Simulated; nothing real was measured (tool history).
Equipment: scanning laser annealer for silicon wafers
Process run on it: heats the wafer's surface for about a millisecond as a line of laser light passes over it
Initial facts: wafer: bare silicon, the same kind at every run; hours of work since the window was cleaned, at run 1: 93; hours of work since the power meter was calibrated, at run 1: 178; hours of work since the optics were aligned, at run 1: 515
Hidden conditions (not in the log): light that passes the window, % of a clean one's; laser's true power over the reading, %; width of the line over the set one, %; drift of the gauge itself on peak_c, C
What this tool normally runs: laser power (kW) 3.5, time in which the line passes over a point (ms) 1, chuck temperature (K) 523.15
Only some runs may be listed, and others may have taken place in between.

| run | hour | laser power (kW) | time in which the line passes over a point (ms) | chuck temperature (K) | hours of work since the window was cleaned | hours of work since the power meter was calibrated | hours of work since the optics were aligned | highest temperature of the surface (K) |
|---|---|---|---|---|---|---|---|---|
| 1 | 0 | 3.5 | 1 | 523.15 | 93 | 178 | 515 | 1270.15 |
| 2 | 9.4 | 3.5 | 1 | 523.15 | 99 | 184 | 521 | 1269.15 |
| 3 | 20.5 | 3.5 | 1 | 523.15 | 106 | 192 | 529 | 1269.15 |
| 4 | 30.8 | 3.5 | 0.96 | 523.15 | 113 | 198 | 535 | 1255.15 |
| 5 | 42.2 | 3.5 | 0.96 | 523.15 | 120 | 206 | 543 | 1254.15 |
| 6 | 52.9 | 3.5 | 0.71 | 523.15 | 127 | 212 | 550 | 1168.15 |
| 7 | 59.1 | 3.5 | 0.71 | 523.15 | 131 | 217 | 554 | 1166.15 |
| 8 | 67.7 | 3.5 | 0.71 | 523.15 | 136 | 222 | 559 | 1165.15 |
| 9 | 77.4 | 3.5 | 0.71 | 523.15 | 143 | 228 | 565 | 1161.15 |
| 10 | 85 | 3.5 | 1.08 | 523.15 | 148 | 233 | 570 | 1290.15 |
| 11 | 91.5 | 3.5 | 1.08 | 523.15 | 152 | 237 | 575 | 1288.15 |
| 12 | 99.1 | 3.5 | 1.08 | 523.15 | 157 | 242 | 579 | 1284.15 |
| 13 | 104.7 | 3.5 | 1.08 | 523.15 | 160 | 246 | 583 | 1288.15 |
| 14 | 117.2 | 3.5 | 1 | 523.15 | 168 | 254 | 591 | 1262.15 |
| 15 | 123.5 | 3.5 | 1 | 523.15 | 172 | 258 | 595 | 1264.15 |
| 16 | 135.6 | 3.5 | 1.2 | 523.15 | 180 | 266 | 603 | 1322.15 |
| 17 | 142.4 | 3.5 | 1.2 | 523.15 | 185 | 270 | 607 | 1322.15 |
|  | 146.2 | laser's power meter calibrated |
| 18 | 153 | 3.5 | 1.2 | 523.15 | 190 | 4 | 612 | 1318.15 |
| 19 | 159.8 | 3.5 | 1 | 523.15 | 194 | 9 | 617 | 1260.15 |
| 20 | 169.4 | 3.5 | 1 | 523.15 | 200 | 15 | 623 | 1261.15 |
|  | 179.3 | laser's power meter calibrated, once more |
| 21 | 179.5 | 3.5 | 1 | 556.15 | 205 | 0 | 627 | 1291.15 |
| 22 | 191 | 3.303 | 0.87 | 558.15 | 212 | 8 | 635 | 1204.15 |
| 23 | 196.5 | 3.303 | 0.87 | 558.15 | 216 | 11 | 638 | 1209.15 |
| 24 | 202 | 3.3 | 1 | 525.15 | 219 | 15 | 642 | 1219.15 |
| 25 | 207.7 | 3.3 | 1 | 525.15 | 223 | 18 | 646 | 1218.15 |
| 26 | 215.5 | 3.589 | 1 | 522.15 | 228 | 23 | 651 | 1274.15 |
| 27 | 225.2 | 3.5 | 1.18 | 489.15 | 234 | 30 | 657 | 1277.15 |
| 28 | 232.6 | 3.765 | 1.08 | 551.15 | 239 | 34 | 662 | 1366.15 |
| 29 | 238.8 | 3.765 | 1.08 | 551.15 | 243 | 38 | 666 | 1366.15 |
| 30 | 250.5 | 3.5 | 1 | 522.15 | 251 | 46 | 673 | 1254.15 |
| 31 | 257.7 | 3.173 | 0.84 | 514.15 | 255 | 51 | 678 | 1125.15 |

Expected results for the next run?
| 32 | 262.8 | 3.173 | 0.84 | 510.15 | 259 | 54 | 681 | ? |

{"run 32": {"highest temperature of the surface (K)": 1123.15}}
With no hidden state in the tool, this same run would have given highest temperature of the surface (K) 1157.15.

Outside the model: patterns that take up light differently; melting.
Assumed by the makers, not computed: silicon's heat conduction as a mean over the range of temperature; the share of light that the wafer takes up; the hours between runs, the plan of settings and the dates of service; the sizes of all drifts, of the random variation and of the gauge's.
